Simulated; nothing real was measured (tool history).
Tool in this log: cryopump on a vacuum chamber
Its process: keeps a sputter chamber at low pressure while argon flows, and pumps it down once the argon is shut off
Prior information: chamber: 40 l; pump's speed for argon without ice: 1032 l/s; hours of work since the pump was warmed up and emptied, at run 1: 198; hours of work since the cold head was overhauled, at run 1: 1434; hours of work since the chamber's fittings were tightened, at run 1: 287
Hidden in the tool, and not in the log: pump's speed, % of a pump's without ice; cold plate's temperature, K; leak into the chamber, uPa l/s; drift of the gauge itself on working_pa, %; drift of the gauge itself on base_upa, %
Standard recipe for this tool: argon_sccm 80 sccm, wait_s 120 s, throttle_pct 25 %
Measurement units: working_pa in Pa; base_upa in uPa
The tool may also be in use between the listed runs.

run	hour	argon_sccm	wait_s	throttle_pct	hours of work since the pump was warmed up and emptied	hours of work since the cold head was overhauled	hours of work since the chamber's fittings were tightened	working_pa	base_upa
1	0	80	120	25	198	1434	287	0.5356	1.44
2	62	80	120	25	244	1480	333	0.5335	1.46
3	160.1	80	211	25	317	1552	406	0.5398	1.11
4	227.7	80	30	25	367	1603	456	0.5413	4.63
5	276	80	30	25	402	1638	492	0.5426	4.55
6	327.4	80	30	25	440	1676	530	0.5449	4.79
7	377.8	80	30	25	478	1714	567	0.5462	4.6
8	480.5	59	30	25	554	1790	643	0.4077	4.66
# hour 531.7: pump warmed up, emptied and cooled again
9	579.8	59	30	25	36	1860	713	0.39	4.64
10	642	59	30	25	82	1906	759	0.3864	4.65
11	728.7	59	30	25	146	1970	823	0.3939	4.72
12	834.2	59	30	25	224	2048	901	0.3941	4.68
13	882.5	59	30	25	260	2084	937	0.3961	4.8
14	961	59	30	25	318	2142	995	0.4018	4.79
15	1035.9	59	30	25	373	2198	1051	0.3995	4.82
16	1143.9	59	30	25	453	2278	1131	0.4051	4.8
17	1211.5	59	30	25	504	2328	1181	0.4069	4.81
# hour 1327.1: pump warmed up, emptied and cooled again
18	1330	59	30	25	2	2412	1265	0.389	4.66
19	1421.5	59	30	25	70	2479	1333	0.3918	4.86
20	1483.1	45	125	27	116	2525	1378	0.2746	1.7
21	1574.7	45	125	27	183	2593	1446	0.2795	1.69
22	1630.8	80	109	26	225	2635	1488	0.5144	1.83
23	1707.9	81	34	21	282	2692	1545	0.6489	4.41
24	1764.9	43	92	30	324	2734	1587	0.2434	2.06
25	1844.2	80	215	17	383	2793	1646	0.7863	1.32
26	1959.5	48	59	28	468	2878	1731	0.296	2.99
27	2014.6	78	162	17	509	2919	1772	0.7762	1.6
28	2099.3	156	162	27	572	2982	1835	1.0048	1.61
# hour 2120.2: pump warmed up, emptied and cooled again
29	2166.9	71	104	22	35	3028	1881	0.5352	1.9

The next listed run, before its measurement:
30	2215.1	71	104	22	70	3064	1917	?	?

working_pa: 0.5327 Pa
base_upa: 1.91 uPa
Were there no unlogged condition in the tool, this run, its random variation unchanged, would have produced working_pa 0.5268 Pa, base_upa 1.45 uPa.

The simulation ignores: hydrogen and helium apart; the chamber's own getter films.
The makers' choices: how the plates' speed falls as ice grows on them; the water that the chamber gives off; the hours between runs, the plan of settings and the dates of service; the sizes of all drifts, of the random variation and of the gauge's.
